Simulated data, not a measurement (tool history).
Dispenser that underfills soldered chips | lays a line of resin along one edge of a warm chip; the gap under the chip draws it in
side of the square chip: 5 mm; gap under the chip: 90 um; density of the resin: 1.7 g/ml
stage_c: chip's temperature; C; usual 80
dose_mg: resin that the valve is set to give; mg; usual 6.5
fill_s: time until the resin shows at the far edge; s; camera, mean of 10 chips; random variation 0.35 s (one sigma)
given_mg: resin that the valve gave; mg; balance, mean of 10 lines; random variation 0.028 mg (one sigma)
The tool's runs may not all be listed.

run,day,stage_c,dose_mg,fill_s,given_mg
1,0,80,6.5,34.6,6.19
# day 0.075: new syringe of resin
2,0.183,80,6.5,22,6.12
3,0.438,80,7.03,29.7,6.67
# day 0.596: dispensing valve cleaned and set on the balance
# day 0.721: new syringe of resin
4,0.862,80,6.5,22.4,6.5
5,1.121,80,6.5,31.7,6.48
# day 1.304: new syringe of resin
6,1.304,80,6.5,18.3,6.46
7,1.6,80,6.5,28.1,6.42
# day 1.883: new syringe of resin
8,1.938,80,5.83,21.3,5.78
9,2.279,80,7.52,30.9,7.41
# day 2.471: new syringe of resin
10,2.662,80,6.52,23.6,6.36
11,2.829,83,6.5,26.6,6.35
# day 3.067: new syringe of resin
12,3.133,83,6.5,17.7,6.35
13,3.288,83,6.5,21.4,6.29
14,3.571,80,7.46,35,7.21
# day 3.642: new syringe of resin
15,3.846,80,6.5,24.8,6.24
16,4.008,80,6.5,29.8,6.22
# day 4.233: new syringe of resin
17,4.362,80,7.81,21.4,7.5
18,4.658,80,7.81,31.6,7.49
# day 4.812: new syringe of resin
19,4.892,69,8.46,33.5,8.05
20,5.062,69,8.46,42.4,8.07
# day 5.292: dispensing valve cleaned and set on the balance
21,5.35,69,8.46,58.3,8.44
# day 5.438: new syringe of resin
22,5.675,80,6.1,24.9,6.06
# day 6.012: new syringe of resin
23,6.038,91,7.74,11.8,7.7
24,6.321,91,7.74,16.9,7.66
# day 6.612: new syringe of resin
25,6.621,87,6.43,14.3,6.29
26,6.975,80,7.14,29.6,7
# day 7.204: new syringe of resin
27,7.238,80,7.14,19.7,6.96
28,7.442,80,7.14,24.2,6.92
29,7.762,80,5.89,37.6,5.69
# day 7.796: new syringe of resin
30,8.071,67,5.68,48.4,5.44
31,8.233,67,5.68,60.4,5.47
# day 8.371: new syringe of resin
32,8.608,67,5.68,46.4,5.46
# day 8.954: new syringe of resin
33,8.958,67,5.68,33.5,5.44
34,9.325,67,8.08,53,7.67
# day 9.554: new syringe of resin
35,9.638,88,7.77,14.5,7.37

Measured less the same run without the tool's hidden state. The same run-to-run variation is in both; the gauge's scatter may not be:
The hidden state here: resin's viscosity, % of fresh resin's; dose that the valve gives, % of what is set; true chip temperature over the reading, C; drift of the gauge itself on fill_s, %; drift of the gauge itself on given_mg, %.
run,fill_s,given_mg
1,+16.1,-0.3
2,+2.6,-0.32
3,+10.8,-0.36
4,+3.7,+0
5,+12.8,-0.01
6,-0.1,-0.02
7,+8.9,-0.05
8,+1.3,-0.06
9,+12.4,-0.11
10,+4.8,-0.13
11,+9.3,-0.13
12,+0.9,-0.16
13,+4.7,-0.17
14,+16.2,-0.22
15,+4.9,-0.21
16,+10.5,-0.22
17,+2.9,-0.31
18,+13.2,-0.33
19,+2.7,-0.37
20,+11.3,-0.39
21,+27.4,-0.01
22,+6.3,-0.03
23,+0.1,-0.07
24,+5.4,-0.1
25,-0.2,-0.1
26,+10.6,-0.14
27,+0.4,-0.17
28,+6.2,-0.18
29,+19.2,-0.17
30,+13.9,-0.19
31,+25.6,-0.2
32,+11.9,-0.23
33,-0.6,-0.26
34,+19.3,-0.39
35,+1.2,-0.4
